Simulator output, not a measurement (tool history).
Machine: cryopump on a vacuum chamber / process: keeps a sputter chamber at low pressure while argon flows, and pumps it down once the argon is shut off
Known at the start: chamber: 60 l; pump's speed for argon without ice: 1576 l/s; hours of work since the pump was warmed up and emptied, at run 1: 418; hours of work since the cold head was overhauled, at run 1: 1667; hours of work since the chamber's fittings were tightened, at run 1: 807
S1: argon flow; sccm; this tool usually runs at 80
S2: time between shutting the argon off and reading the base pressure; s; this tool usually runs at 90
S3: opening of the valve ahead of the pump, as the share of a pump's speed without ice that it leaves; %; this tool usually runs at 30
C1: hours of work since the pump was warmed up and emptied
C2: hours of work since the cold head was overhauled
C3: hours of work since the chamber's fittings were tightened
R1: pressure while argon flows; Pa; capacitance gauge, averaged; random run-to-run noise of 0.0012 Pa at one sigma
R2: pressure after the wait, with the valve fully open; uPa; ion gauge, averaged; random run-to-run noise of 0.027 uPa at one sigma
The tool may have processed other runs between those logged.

run 1 hour=0 | S1=80 S2=90 S3=30 | C1=418 C2=1667 C3=807 | R1=0.2946 R2=1.58
run 2 hour=65.1 | S1=80 S2=90 S3=30 | C1=455 C2=1704 C3=843 | R1=0.2931 R2=1.61
run 3 hour=112.3 | S1=80 S2=90 S3=25 | C1=482 C2=1730 C3=870 | R1=0.3522 R2=1.72
run 4 hour=193.7 | S1=80 S2=90 S3=30 | C1=528 C2=1776 C3=916 | R1=0.2972 R2=1.76
run 5 hour=254.4 | S1=80 S2=90 S3=30 | C1=562 C2=1811 C3=950 | R1=0.2968 R2=1.77
run 6 hour=342.4 | S1=80 S2=28 S3=30 | C1=612 C2=1860 C3=1000 | R1=0.2982 R2=4
run 7 hour=419.1 | S1=80 S2=33 S3=30 | C1=655 C2=1904 C3=1043 | R1=0.3003 R2=3.53
run 8 hour=483.3 | S1=80 S2=90 S3=31 | C1=691 C2=1940 C3=1079 | R1=0.2917 R2=1.79
run 9 hour=547.8 | S1=91 S2=90 S3=31 | C1=728 C2=1976 C3=1116 | R1=0.329 R2=1.91
run 10 hour=618.8 | S1=91 S2=90 S3=31 | C1=768 C2=2016 C3=1156 | R1=0.3297 R2=1.91
run 11 hour=700.3 | S1=91 S2=90 S3=31 | C1=814 C2=2062 C3=1202 | R1=0.3342 R2=1.86
run 12 hour=757 | S1=80 S2=90 S3=30 | C1=846 C2=2094 C3=1234 | R1=0.3035 R2=1.96
run 13 hour=825.5 | S1=80 S2=90 S3=30 | C1=885 C2=2133 C3=1273 | R1=0.3026 R2=1.99
run 14 hour=872.2 | S1=80 S2=90 S3=30 | C1=911 C2=2159 C3=1299 | R1=0.3046 R2=1.98
run 15 hour=948.3 | S1=80 S2=90 S3=30 | C1=954 C2=2202 C3=1342 | R1=0.3074 R2=2.07
run 16 hour=988.8 | S1=80 S2=90 S3=30 | C1=977 C2=2225 C3=1365 | R1=0.3063 R2=2.07
run 17 hour=1063.4 | S1=80 S2=90 S3=30 | C1=1019 C2=2267 C3=1407 | R1=0.3053 R2=2.04
run 18 hour=1114 | S1=148 S2=65 S3=27 | C1=1047 C2=2296 C3=1436 | R1=0.6295 R2=2.52
run 19 hour=1164.3 | S1=98 S2=45 S3=20 | C1=1076 C2=2324 C3=1464 | R1=0.5534 R2=3.23
run 20 hour=1234.3 | S1=73 S2=223 S3=45 | C1=1115 C2=2364 C3=1503 | R1=0.1944 R2=1.55
run 21 hour=1289.3 | S1=139 S2=165 S3=31 | C1=1146 C2=2395 C3=1535 | R1=0.5242 R2=1.77
run 22 hour=1341.8 | S1=139 S2=165 S3=31 | C1=1176 C2=2425 C3=1564 | R1=0.5252 R2=1.76
-- hour=1352.4 pump warmed up, emptied and cooled again
run 23 hour=1409.2 | S1=80 S2=77 S3=30 | C1=32 C2=2460 C3=1599 | R1=0.2879 R2=2.23
run 24 hour=1474 | S1=80 S2=77 S3=30 | C1=69 C2=2496 C3=1636 | R1=0.291 R2=2.18
run 25 hour=1530.1 | S1=80 S2=77 S3=30 | C1=100 C2=2528 C3=1668 | R1=0.29 R2=2.24
run 26 hour=1568.1 | S1=80 S2=69 S3=30 | C1=122 C2=2550 C3=1689 | R1=0.2892 R2=2.37
run 27 hour=1633.4 | S1=142 S2=262 S3=30 | C1=159 C2=2586 C3=1726 | R1=0.5203 R2=1.46
run 28 hour=1669.6 | S1=41 S2=90 S3=21 | C1=179 C2=2607 C3=1746 | R1=0.2127 R2=2.11
run 29 hour=1715.9 | S1=84 S2=135 S3=30 | C1=205 C2=2633 C3=1773 | R1=0.3089 R2=1.79
run 30 hour=1768.9 | S1=36 S2=90 S3=20 | C1=235 C2=2663 C3=1803 | R1=0.1972 R2=2.17
run 31 hour=1816 | S1=36 S2=90 S3=20 | C1=262 C2=2690 C3=1829 | R1=0.1963 R2=2.17
run 32 hour=1869 | S1=36 S2=90 S3=20 | C1=292 C2=2719 C3=1859 | R1=0.1955 R2=2.19
run 33 hour=1940.4 | S1=69 S2=59 S3=30 | C1=332 C2=2760 C3=1899 | R1=0.2541 R2=2.79
run 34 hour=2001.5 | S1=69 S2=59 S3=30 | C1=366 C2=2794 C3=1934 | R1=0.2556 R2=2.83

What if the next run were any one of these 4? Each begins from the tool's condition after run 34:
run A hour=2038.7 | S1=101 S2=46 S3=21 | C1=387 C2=2815 C3=1955 | R1=? R2=?
run B hour=2038.7 | S1=69 S2=83 S3=19 | C1=387 C2=2815 C3=1955 | R1=? R2=?
run C hour=2038.7 | S1=33 S2=69 S3=30 | C1=387 C2=2815 C3=1955 | R1=? R2=?
run D hour=2038.7 | S1=122 S2=85 S3=35 | C1=387 C2=2815 C3=1955 | R1=? R2=?

run=A R1=0.5288 R2=3.18
run=B R1=0.3993 R2=2.4
run=C R1=0.1225 R2=2.59
run=D R1=0.3892 R2=2.39
Stripped of hidden state, with their random variation kept, the same runs would have yielded:
run=A R1=0.5165 R2=2.12
run=B R1=0.3909 R2=1.31
run=C R1=0.1185 R2=1.53
run=D R1=0.3743 R2=1.31

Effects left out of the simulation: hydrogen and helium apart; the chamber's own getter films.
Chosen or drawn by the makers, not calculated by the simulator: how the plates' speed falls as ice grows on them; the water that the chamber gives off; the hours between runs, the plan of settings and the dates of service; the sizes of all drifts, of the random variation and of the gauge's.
